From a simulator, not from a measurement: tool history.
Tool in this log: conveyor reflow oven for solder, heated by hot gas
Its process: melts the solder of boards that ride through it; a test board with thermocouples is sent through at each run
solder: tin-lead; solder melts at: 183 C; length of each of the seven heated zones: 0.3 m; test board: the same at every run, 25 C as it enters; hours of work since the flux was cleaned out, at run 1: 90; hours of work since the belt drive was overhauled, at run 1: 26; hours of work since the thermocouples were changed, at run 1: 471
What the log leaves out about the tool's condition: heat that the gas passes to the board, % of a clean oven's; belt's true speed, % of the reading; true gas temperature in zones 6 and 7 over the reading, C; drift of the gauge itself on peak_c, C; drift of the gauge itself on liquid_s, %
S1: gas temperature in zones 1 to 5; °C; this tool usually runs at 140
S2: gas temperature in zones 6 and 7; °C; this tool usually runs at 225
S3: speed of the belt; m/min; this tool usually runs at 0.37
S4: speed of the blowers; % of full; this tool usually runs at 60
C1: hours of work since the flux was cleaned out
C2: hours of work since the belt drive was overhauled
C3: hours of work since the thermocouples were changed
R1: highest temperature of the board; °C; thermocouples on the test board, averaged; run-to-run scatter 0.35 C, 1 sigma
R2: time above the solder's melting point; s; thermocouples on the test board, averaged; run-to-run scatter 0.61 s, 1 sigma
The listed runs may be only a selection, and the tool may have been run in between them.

Run 1, hour 0: usual settings; C1 90; C2 26; C3 471. Result: R1 203.7 °C, R2 55.6 s.
Run 2, hour 59.1: usual settings; C1 120; C2 56; C3 500. Result: R1 203.7 °C, R2 56 s.
Run 3, hour 113.4: usual settings; C1 147; C2 84; C3 528. Result: R1 203.6 °C, R2 53.8 s.
Run 4, hour 202.1: usual settings but S4 79 % of full; C1 192; C2 129; C3 573. Result: R1 206.5 °C, R2 61.5 s.
Run 5, hour 291.1: usual settings but S4 79 % of full; C1 237; C2 174; C3 618. Result: R1 206.5 °C, R2 60.8 s.
Run 6, hour 366.9: usual settings but S4 79 % of full; C1 275; C2 212; C3 656. Result: R1 206.1 °C, R2 58.5 s.
Run 7, hour 441.6: usual settings but S4 79 % of full; C1 313; C2 250; C3 694. Result: R1 206.2 °C, R2 59 s.
Run 8, hour 524.4: usual settings but S4 79 % of full; C1 355; C2 292; C3 736. Result: R1 205.4 °C, R2 58.7 s.
Run 9, hour 588.8: usual settings but S4 79 % of full; C1 388; C2 324; C3 768. Result: R1 205.4 °C, R2 58.5 s.
At hour 631.4: flux residue cleaned out of gas plates and filters.
Run 10, hour 671: usual settings but S4 79 % of full; C1 20; C2 363; C3 808. Result: R1 202.1 °C, R2 52.4 s.
Run 11, hour 728.2: usual settings; C1 49; C2 392; C3 836. Result: R1 198.5 °C, R2 43.2 s.
Run 12, hour 795.2: usual settings but S3 0.403 m/min; C1 83; C2 426; C3 870. Result: R1 194.5 °C, R2 30.9 s.
Run 13, hour 844: usual settings but S1 133 °C; C1 108; C2 451; C3 895. Result: R1 195.9 °C, R2 35.4 s.
Run 14, hour 887.6: usual settings but S1 133 °C; C1 130; C2 473; C3 917. Result: R1 195.3 °C, R2 34.4 s.
Run 15, hour 930: usual settings but S1 133 °C; C1 151; C2 495; C3 939. Result: R1 195.4 °C, R2 35.2 s.
Run 16, hour 967.2: usual settings; C1 170; C2 513; C3 957. Result: R1 196.8 °C, R2 41.2 s.
Run 17, hour 1036.3: usual settings but S1 143 °C, S2 215 °C, S3 0.317 m/min; C1 205; C2 548; C3 992. Result: R1 195.4 °C, R2 48.4 s.
At hour 1049.1: flux residue cleaned out of gas plates and filters, once more.
Run 18, hour 1124.8: usual settings but S1 153 °C, S2 233 °C, S3 0.439 m/min; C1 38; C2 591; C3 1035. Result: R1 207.5 °C, R2 55.3 s.
Run 19, hour 1194.6: usual settings but S1 153 °C; C1 74; C2 626; C3 1070. Result: R1 206.8 °C, R2 67.2 s.
Run 20, hour 1266.8: usual settings but S1 130 °C, S3 0.314 m/min, S4 62 % of full; C1 110; C2 662; C3 1106. Result: R1 206.5 °C, R2 67.5 s.
Run 21, hour 1341.2: usual settings but S1 130 °C, S3 0.314 m/min, S4 62 % of full; C1 148; C2 700; C3 1144. Result: R1 206.9 °C, R2 67.8 s.
Run 22, hour 1417: usual settings but S1 130 °C, S3 0.314 m/min, S4 62 % of full; C1 186; C2 738; C3 1182. Result: R1 206 °C, R2 66.1 s.
Run 23, hour 1501.5: usual settings but S1 130 °C, S3 0.314 m/min, S4 62 % of full; C1 229; C2 781; C3 1225. Result: R1 206.1 °C, R2 66.2 s.
Run 24, hour 1573.9: usual settings but S1 125 °C, S2 226 °C, S3 0.306 m/min, S4 61 % of full; C1 266; C2 818; C3 1262. Result: R1 205.7 °C, R2 65.8 s.
Run 25, hour 1623.8: usual settings but S1 125 °C, S2 216 °C, S3 0.32 m/min, S4 72 % of full; C1 291; C2 843; C3 1287. Result: R1 198 °C, R2 48.5 s.
Run 26, hour 1668.7: usual settings but S1 125 °C, S2 239 °C, S3 0.386 m/min, S4 72 % of full; C1 314; C2 866; C3 1310. Result: R1 209.2 °C, R2 56.3 s.
Run 27, hour 1733.1: usual settings but S1 137 °C, S2 214 °C, S3 0.386 m/min, S4 76 % of full; C1 346; C2 898; C3 1342. Result: R1 192.7 °C, R2 33.3 s.
Run 28, hour 1791.9: usual settings but S1 148 °C, S4 57 % of full; C1 376; C2 928; C3 1372. Result: R1 201.8 °C, R2 55.4 s.
Run 29, hour 1828.4: usual settings but S1 148 °C, S2 236 °C, S3 0.365 m/min, S4 85 % of full; C1 394; C2 946; C3 1391. Result: R1 215.9 °C, R2 78.7 s.
At hour 1851.9: flux residue cleaned out of gas plates and filters.
Run 30, hour 1904.6: usual settings but S1 148 °C, S2 236 °C, S3 0.365 m/min, S4 85 % of full; C1 27; C2 983; C3 1427. Result: R1 219.2 °C, R2 82.7 s.
Run 31, hour 1957.9: usual settings but S1 126 °C, S2 236 °C, S3 0.365 m/min, S4 85 % of full; C1 54; C2 1009; C3 1454. Result: R1 215.1 °C, R2 68.4 s.

Below, each run's measurement less what the same run would have read without the hidden state. Both values contain the same run-to-run variation, but the gauge's scatter may not be the same in both:
run    R1     R2
  1  -0.8   -1.4
  2    -1   -1.9
  3  -1.3   -2.3
  4  -1.8   -2.7
  5  -2.2   -3.4
  6  -2.5     -4
  7  -2.8   -4.5
  8  -3.3   -5.2
  9  -3.6   -5.7
 10  -6.6  -11.7
 11  -6.5  -13.1
 12  -7.3  -15.1
 13  -7.4  -15.3
 14  -7.6  -15.8
 15  -7.9  -16.6
 16  -7.6  -15.6
 17  -6.2  -17.3
 18  -1.2     -1
 19  -1.5   -1.5
 20    -2   -2.4
 21  -2.2   -3.1
 22  -2.5   -3.7
 23  -2.9   -4.5
 24  -3.3   -5.2
 25  -3.5   -7.6
 26  -4.7   -5.3
 27  -4.1   -9.5
 28  -3.9   -6.4
 29  -4.9     -4
 30  -1.4   +0.3
 31  -1.7   -0.6
